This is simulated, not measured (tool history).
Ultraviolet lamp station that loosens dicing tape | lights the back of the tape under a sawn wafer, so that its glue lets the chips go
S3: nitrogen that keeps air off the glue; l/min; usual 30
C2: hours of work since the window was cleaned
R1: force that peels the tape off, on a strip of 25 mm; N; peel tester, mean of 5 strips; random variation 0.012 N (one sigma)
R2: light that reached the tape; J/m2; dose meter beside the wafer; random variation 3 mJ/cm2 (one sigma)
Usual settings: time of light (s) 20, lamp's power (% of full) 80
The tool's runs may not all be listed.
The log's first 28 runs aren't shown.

{"run": 29, "day": 69.754, "time of light (s)": 37, "lamp's power (% of full)": 64, "S3": 55, "hours of work of the lamp": 346, "C2": 191, "R1": 0.263, "R2": 5400}
{"run": 30, "day": 71.512, "time of light (s)": 26, "lamp's power (% of full)": 79, "S3": 30, "hours of work of the lamp": 378, "C2": 223, "R1": 0.505, "R2": 4450}
{"run": 31, "day": 74.742, "time of light (s)": 17, "lamp's power (% of full)": 63, "S3": 29, "hours of work of the lamp": 437, "C2": 282, "R1": 1.499, "R2": 2220}
{"day": 75.725, "done": "window cleaned of glue's vapour"}
{"run": 32, "day": 78.212, "time of light (s)": 17, "lamp's power (% of full)": 63, "S3": 29, "hours of work of the lamp": 500, "C2": 45, "R1": 1.273, "R2": 2600}
{"run": 33, "day": 80.408, "time of light (s)": 23, "lamp's power (% of full)": 80, "S3": 11, "hours of work of the lamp": 540, "C2": 85, "R1": 1.087, "R2": 4330}
{"run": 34, "day": 83.329, "time of light (s)": 21, "lamp's power (% of full)": 60, "S3": 41, "hours of work of the lamp": 593, "C2": 138, "R1": 0.991, "R2": 2840}
{"run": 35, "day": 85.65, "time of light (s)": 21, "lamp's power (% of full)": 60, "S3": 41, "hours of work of the lamp": 635, "C2": 181, "R1": 0.952, "R2": 2700}
{"run": 36, "day": 87.567, "time of light (s)": 20, "lamp's power (% of full)": 80, "S3": 21, "hours of work of the lamp": 670, "C2": 216, "R1": 1.07, "R2": 3330}
{"run": 37, "day": 89.312, "time of light (s)": 13, "lamp's power (% of full)": 66, "S3": 21, "hours of work of the lamp": 702, "C2": 247, "R1": 2.058, "R2": 1750}
{"day": 92.2, "done": "window cleaned of glue's vapour"}
{"run": 38, "day": 92.812, "time of light (s)": 13, "lamp's power (% of full)": 66, "S3": 21, "hours of work of the lamp": 765, "C2": 11, "R1": 1.819, "R2": 1990}
{"run": 39, "day": 94.6, "time of light (s)": 13, "lamp's power (% of full)": 66, "S3": 21, "hours of work of the lamp": 798, "C2": 44, "R1": 1.878, "R2": 1950}
{"run": 40, "day": 96.904, "time of light (s)": 13, "lamp's power (% of full)": 66, "S3": 21, "hours of work of the lamp": 840, "C2": 86, "R1": 1.958, "R2": 1880}
{"run": 41, "day": 99.421, "time of light (s)": 16, "lamp's power (% of full)": 93, "S3": 15, "hours of work of the lamp": 886, "C2": 131, "R1": 1.412, "R2": 3100}
{"run": 42, "day": 102.817, "time of light (s)": 16, "lamp's power (% of full)": 93, "S3": 15, "hours of work of the lamp": 948, "C2": 193, "R1": 1.414, "R2": 2970}
{"run": 43, "day": 105.412, "time of light (s)": 12, "lamp's power (% of full)": 78, "S3": 35, "hours of work of the lamp": 995, "C2": 241, "R1": 1.752, "R2": 1750}

Forecast each of these 3 alternatives for the next run:
{"run": "A", "day": 108.017, "time of light (s)": 21, "lamp's power (% of full)": 78, "S3": 35, "hours of work of the lamp": 1042, "C2": 288, "R1": "?", "R2": "?"}
{"run": "B", "day": 108.017, "time of light (s)": 12, "lamp's power (% of full)": 73, "S3": 25, "hours of work of the lamp": 1042, "C2": 288, "R1": "?", "R2": "?"}
{"run": "C", "day": 108.017, "time of light (s)": 20, "lamp's power (% of full)": 96, "S3": 30, "hours of work of the lamp": 1042, "C2": 288, "R1": "?", "R2": "?"}

run=A R1=0.925 R2=2950
run=B R1=2.095 R2=1590
run=C R1=0.798 R2=3500
Without the tool's hidden state the same runs would have given:
run=A R1=0.451 R2=4530
run=B R1=1.426 R2=2430
run=C R1=0.378 R2=5340
